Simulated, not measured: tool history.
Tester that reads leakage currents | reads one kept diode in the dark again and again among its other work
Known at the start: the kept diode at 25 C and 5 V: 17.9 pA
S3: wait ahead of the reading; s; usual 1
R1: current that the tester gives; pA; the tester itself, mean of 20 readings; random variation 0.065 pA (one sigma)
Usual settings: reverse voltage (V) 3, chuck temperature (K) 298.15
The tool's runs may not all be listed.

Run 1, day 0: usual settings. Result: R1 14.02 pA.
Run 2, day 7.838: usual settings. Result: R1 13.89 pA.
Run 3, day 14.729: usual settings but S3 6.53 s. Result: R1 13.57 pA.
Run 4, day 21.95: usual settings but S3 6.53 s. Result: R1 13.5 pA.
Run 5, day 28.183: usual settings but S3 6.53 s. Result: R1 13.72 pA.
Run 6, day 36.879: usual settings but S3 8.58 s. Result: R1 13.7 pA.
Run 7, day 40.892: usual settings but S3 8.58 s. Result: R1 13.57 pA.
Run 8, day 46.929: usual settings. Result: R1 14.03 pA.
Run 9, day 51.267: usual settings but reverse voltage (V) 5.18. Result: R1 19.25 pA.
Run 10, day 56.229: usual settings. Result: R1 13.92 pA.
Run 11, day 59.954: usual settings. Result: R1 14.07 pA.
Run 12, day 67.121: usual settings. Result: R1 13.91 pA.
Run 13, day 71.479: usual settings. Result: R1 14.03 pA.
Run 14, day 79.496: usual settings but chuck temperature (K) 323.15. Result: R1 128.19 pA.
Run 15, day 88.396: usual settings but chuck temperature (K) 323.15. Result: R1 127.79 pA.
Run 16, day 96.5: usual settings but chuck temperature (K) 323.15. Result: R1 128.2 pA.
Run 17, day 100.258: usual settings but chuck temperature (K) 323.15. Result: R1 128.08 pA.
Run 18, day 105.721: usual settings but reverse voltage (V) 2.55, chuck temperature (K) 300.15, S3 4.9 s. Result: R1 15.03 pA.
Run 19, day 112.433: usual settings but reverse voltage (V) 1.79, S3 2.42 s. Result: R1 10.25 pA.
Run 20, day 118.958: usual settings but chuck temperature (K) 329.15. Result: R1 209.43 pA.
Run 21, day 127.171: usual settings but reverse voltage (V) 10.95. Result: R1 29.93 pA.
At day 133.412: probe card cleaned and baked.
Run 22, day 135.4: usual settings but reverse voltage (V) 10.95. Result: R1 29.98 pA.
Run 23, day 141.5: usual settings but reverse voltage (V) 2.93, chuck temperature (K) 303.15, S3 1.58 s. Result: R1 21.89 pA.
Run 24, day 150.483: usual settings but reverse voltage (V) 4.61, chuck temperature (K) 308.15, S3 1.59 s. Result: R1 44.7 pA.
Run 25, day 158.196: usual settings but reverse voltage (V) 7.75, chuck temperature (K) 333.15, S3 0.96 s. Result: R1 491.74 pA.
At day 162.704: chuck's temperature calibrated.
Run 26, day 166.358: usual settings but reverse voltage (V) 7.75, chuck temperature (K) 333.15, S3 0.6 s. Result: R1 489.96 pA.
Run 27, day 174.521: usual settings but reverse voltage (V) 7.75, chuck temperature (K) 333.15, S3 0.6 s. Result: R1 490.65 pA.
Run 28, day 179.288: usual settings but reverse voltage (V) 14.86, chuck temperature (K) 333.15, S3 2.53 s. Result: R1 706.61 pA.
Run 29, day 188.208: usual settings but reverse voltage (V) 8.9, chuck temperature (K) 305.15. Result: R1 50.28 pA.
Run 30, day 195.471: usual settings but S3 2.52 s. Result: R1 13.78 pA.
Run 31, day 200.771: usual settings but chuck temperature (K) 321.15, S3 4.69 s. Result: R1 108.32 pA.
Run 32, day 207.342: usual settings but chuck temperature (K) 321.15, S3 4.49 s. Result: R1 108.47 pA.
Run 33, day 212.3: usual settings but S3 3.37 s. Result: R1 13.57 pA.

4 ways to go on from here, each from the tool as it stands after run 33. What would each give?
Run A, day 220.388: usual settings but reverse voltage (V) 4.9, chuck temperature (K) 320.15, S3 5.59 s. Result: R1 ?.
Run B, day 220.388: usual settings but S3 0.59 s. Result: R1 ?.
Run C, day 220.388: usual settings but chuck temperature (K) 303.15, S3 3.37 s. Result: R1 ?.
Run D, day 220.388: usual settings but reverse voltage (V) 1.18, chuck temperature (K) 300.15. Result: R1 ?.

run      R1
  A  131.31
  B   14.25
  C   21.85
  D    9.94
Without the tool's hidden state the same runs would have given:
run      R1
  A  131.28
  B   14.25
  C   21.84
  D    9.94

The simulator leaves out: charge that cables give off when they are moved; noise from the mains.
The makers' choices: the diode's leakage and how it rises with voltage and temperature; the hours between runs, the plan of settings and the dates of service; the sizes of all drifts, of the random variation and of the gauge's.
